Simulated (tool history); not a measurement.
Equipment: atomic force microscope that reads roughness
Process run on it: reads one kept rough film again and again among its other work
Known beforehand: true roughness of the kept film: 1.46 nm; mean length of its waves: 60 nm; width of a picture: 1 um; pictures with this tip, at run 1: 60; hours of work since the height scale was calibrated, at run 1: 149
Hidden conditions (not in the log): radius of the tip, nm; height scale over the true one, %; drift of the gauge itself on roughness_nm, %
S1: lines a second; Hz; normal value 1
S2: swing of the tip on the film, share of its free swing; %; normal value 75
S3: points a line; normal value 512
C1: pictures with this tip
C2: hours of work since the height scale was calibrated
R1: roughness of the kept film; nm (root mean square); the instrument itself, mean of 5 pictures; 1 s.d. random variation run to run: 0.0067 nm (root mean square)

run	hour	S1	S2	S3	C1	C2	R1
1	0	1	75	512	60	149	1.339
2	10.1	1	75	914	74	155	1.355
3	29.6	0.52	75	512	100	166	1.374
4	46.4	0.52	75	512	123	175	1.398
5	65.8	0.52	75	512	149	186	1.385
6	76.8	1	75	466	164	192	1.353
7	95.6	1	72	512	190	203	1.364
8	108.1	1	72	512	207	210	1.355
9	128.8	1	72	512	235	222	1.363
10	143.8	1	75	553	255	230	1.347
11	153.5	2.7	75	553	269	235	1.233
12	166.8	2.7	75	553	287	243	1.236
# hour 179.4: new tip fitted
13	182.6	1.02	65	729	5	251	1.388
14	198.1	1.02	65	729	26	260	1.381
15	209	1.95	68	759	40	266	1.334
16	227.9	1	74	512	66	277	1.351
17	244.7	1	74	512	89	286	1.365
18	258.7	1	74	512	108	294	1.359
19	268.5	1	74	512	121	299	1.362
20	284.9	0.51	75	537	144	309	1.393
21	298.3	0.51	75	537	162	316	1.396
22	308.5	1	75	271	176	322	1.348

What if the next run were any one of these 3? Each begins from the tool's condition after run 22:
A	323.7	1.9	63	638	196	330	?
B	323.7	3.07	65	271	196	330	?
C	323.7	1.06	69	875	196	330	?

run	R1
A	1.361
B	1.293
C	1.384
With the hidden condition removed and each run's random variation left untouched, the same runs would have given:
run	R1
A	1.362
B	1.295
C	1.386
